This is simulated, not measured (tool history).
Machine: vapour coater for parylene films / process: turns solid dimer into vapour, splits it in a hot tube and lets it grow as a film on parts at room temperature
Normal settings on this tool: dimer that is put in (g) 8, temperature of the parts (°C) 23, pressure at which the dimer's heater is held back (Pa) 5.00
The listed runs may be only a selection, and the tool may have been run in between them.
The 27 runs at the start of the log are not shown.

run,day,dimer that is put in (g),temperature of the parts (°C),pressure at which the dimer's heater is held back (Pa),hours of work since the trap's valve was overhauled,hours of work since the table's thermometer was calibrated,thickness of the film (um)
28,36.100,5,30,3.92,413,110,1.66
29,36.842,12,18,2.67,426,123,5.04
30,38.154,8,29,4.59,449,145,2.54
31,39.425,13,27,10.57,471,167,3.75
# day 40.433: trap's valve overhauled
32,40.446,8,27,9.96,0,182,2.58
33,42.121,5,15,3.87,29,211,2.32
34,42.867,10,21,5.00,42,224,4.04
35,44.517,9,18,6.47,70,252,3.60
36,45.617,9,18,6.47,89,271,3.60
37,47.217,11,30,2.66,117,299,4.05
38,48.558,11,30,2.66,140,322,3.98
39,49.492,11,30,2.66,156,338,3.96
40,51.246,5,31,3.01,186,368,1.71
41,52.975,12,35,5.00,216,398,3.60
42,54.758,12,19,3.45,247,428,5.01
43,56.246,12,19,3.45,272,454,4.96
44,58.008,12,19,3.45,303,484,4.88
45,59.267,8,34,3.97,324,506,2.48
46,60.092,8,34,3.97,338,520,2.44

Each row is a separate what-if for the run after 46, all from the same tool condition, not one after another. Results?
A,61.146,5,23,4.95,357,538,?
B,61.146,8,23,10.26,357,538,?
C,61.146,8,25,6.06,357,538,?
D,61.146,4,23,5.00,357,538,?
E,61.146,3,34,3.97,357,538,?

run,thickness of the film (um)
A,1.82
B,2.60
C,2.70
D,1.43
E,0.91
With the hidden condition removed and each run's random variation left untouched, the same runs would have given:
run,thickness of the film (um)
A,1.97
B,2.81
C,2.92
D,1.55
E,0.99
